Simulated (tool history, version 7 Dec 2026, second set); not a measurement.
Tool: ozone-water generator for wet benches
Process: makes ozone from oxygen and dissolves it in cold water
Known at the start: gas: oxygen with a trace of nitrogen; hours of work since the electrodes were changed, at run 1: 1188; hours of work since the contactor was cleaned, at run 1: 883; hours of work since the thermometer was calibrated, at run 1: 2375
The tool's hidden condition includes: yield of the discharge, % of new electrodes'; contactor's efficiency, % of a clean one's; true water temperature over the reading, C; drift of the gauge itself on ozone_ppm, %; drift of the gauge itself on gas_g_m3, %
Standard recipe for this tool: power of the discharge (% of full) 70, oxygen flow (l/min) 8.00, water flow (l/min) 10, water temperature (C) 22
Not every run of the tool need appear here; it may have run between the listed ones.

| run | hour | power of the discharge (% of full) | oxygen flow (l/min) | water flow (l/min) | water temperature (C) | hours of work since the electrodes were changed | hours of work since the contactor was cleaned | hours of work since the thermometer was calibrated | dissolved ozone (ppm) | ozone in the gas ahead of the water (g/m3) |
|---|---|---|---|---|---|---|---|---|---|---|
| 1 | 0.0 | 70 | 8.00 | 10 | 22 | 1188 | 883 | 2375 | 29.3 | 171.8 |
| 2 | 30.6 | 70 | 8.00 | 10 | 22 | 1216 | 911 | 2403 | 29.2 | 171.1 |
| 3 | 80.7 | 70 | 8.00 | 10 | 19 | 1261 | 956 | 2448 | 32.0 | 171.5 |
| 4 | 136.8 | 70 | 8.00 | 10 | 19 | 1312 | 1007 | 2499 | 31.7 | 171.8 |
| 5 | 193.2 | 70 | 8.00 | 10 | 19 | 1363 | 1058 | 2550 | 31.3 | 172.1 |
| 6 | 251.2 | 70 | 8.00 | 10 | 22 | 1416 | 1111 | 2603 | 29.8 | 170.4 |
| 7 | 312.3 | 70 | 8.00 | 10 | 22 | 1471 | 1166 | 2658 | 29.6 | 170.7 |
| 8 | 379.5 | 70 | 8.00 | 10 | 22 | 1532 | 1227 | 2719 | 29.5 | 171.0 |
| 9 | 427.7 | 70 | 8.00 | 10 | 22 | 1576 | 1271 | 2763 | 29.2 | 170.9 |
| 10 | 495.6 | 70 | 8.00 | 10 | 22 | 1637 | 1333 | 2825 | 29.5 | 171.0 |
| 11 | 525.4 | 70 | 8.00 | 10 | 22 | 1664 | 1360 | 2852 | 29.5 | 170.1 |
| 12 | 589.9 | 70 | 12.67 | 10 | 22 | 1723 | 1418 | 2910 | 26.8 | 144.0 |
| 13 | 651.8 | 70 | 8.36 | 10 | 22 | 1779 | 1474 | 2966 | 29.2 | 168.4 |
| 14 | 721.6 | 70 | 8.36 | 10 | 22 | 1843 | 1538 | 3030 | 29.1 | 168.1 |
| 15 | 778.1 | 70 | 8.00 | 10 | 22 | 1894 | 1589 | 3081 | 29.4 | 172.3 |
| 16 | 828.4 | 70 | 8.00 | 10 | 22 | 1939 | 1635 | 3127 | 29.7 | 170.3 |
| 17 | 879.1 | 62 | 6.93 | 11 | 28 | 1985 | 1681 | 3173 | 22.7 | 167.3 |
| 18 | 945.1 | 62 | 6.93 | 7 | 19 | 2045 | 1740 | 3233 | 35.0 | 168.1 |
|  | 970.4 | contactor cleaned |
| 19 | 1019.1 | 67 | 8.00 | 15 | 22 | 2109 | 44 | 3296 | 22.7 | 165.4 |
| 20 | 1047.5 | 67 | 8.00 | 15 | 22 | 2134 | 70 | 3322 | 22.7 | 166.0 |
| 21 | 1093.5 | 67 | 8.00 | 15 | 22 | 2176 | 112 | 3363 | 22.8 | 166.9 |
| 22 | 1143.4 | 97 | 5.32 | 11 | 22 | 2221 | 157 | 3409 | 36.0 | 252.6 |
| 23 | 1179.5 | 66 | 5.19 | 10 | 22 | 2254 | 190 | 3442 | 29.7 | 192.7 |
| 24 | 1221.7 | 75 | 4.43 | 10 | 29 | 2293 | 228 | 3480 | 28.3 | 225.4 |
| 25 | 1261.2 | 100 | 5.99 | 10 | 29 | 2328 | 264 | 3516 | 33.0 | 244.6 |
| 26 | 1306.7 | 56 | 5.99 | 9 | 29 | 2370 | 305 | 3557 | 23.4 | 164.9 |
| 27 | 1368.2 | 70 | 8.00 | 13 | 16 | 2425 | 361 | 3613 | 29.3 | 169.8 |
| 28 | 1427.7 | 70 | 8.00 | 13 | 16 | 2479 | 415 | 3667 | 29.1 | 169.4 |
| 29 | 1464.5 | 70 | 8.00 | 15 | 15 | 2513 | 448 | 3700 | 27.3 | 170.6 |
| 30 | 1534.1 | 70 | 8.00 | 10 | 23 | 2576 | 511 | 3763 | 28.8 | 171.3 |
| 31 | 1562.5 | 70 | 8.00 | 10 | 23 | 2602 | 537 | 3789 | 28.6 | 171.7 |

Alternative continuations, all from the tool just after run 31; predict every row:
| A | 1619.7 | 42 | 8.00 | 11 | 23 | 2654 | 589 | 3841 | ? | ? |
| B | 1619.7 | 58 | 8.00 | 7 | 22 | 2654 | 589 | 3841 | ? | ? |
| C | 1619.7 | 69 | 8.52 | 10 | 23 | 2654 | 589 | 3841 | ? | ? |

| run | dissolved ozone (ppm) | ozone in the gas ahead of the water (g/m3) |
|---|---|---|
| A | 19.6 | 121.2 |
| B | 30.1 | 151.3 |
| C | 28.5 | 165.1 |
Stripped of hidden state, with their random variation kept, the same runs would have yielded:
| run | dissolved ozone (ppm) | ozone in the gas ahead of the water (g/m3) |
|---|---|---|
| A | 19.6 | 121.4 |
| B | 30.1 | 151.6 |
| C | 28.5 | 165.5 |
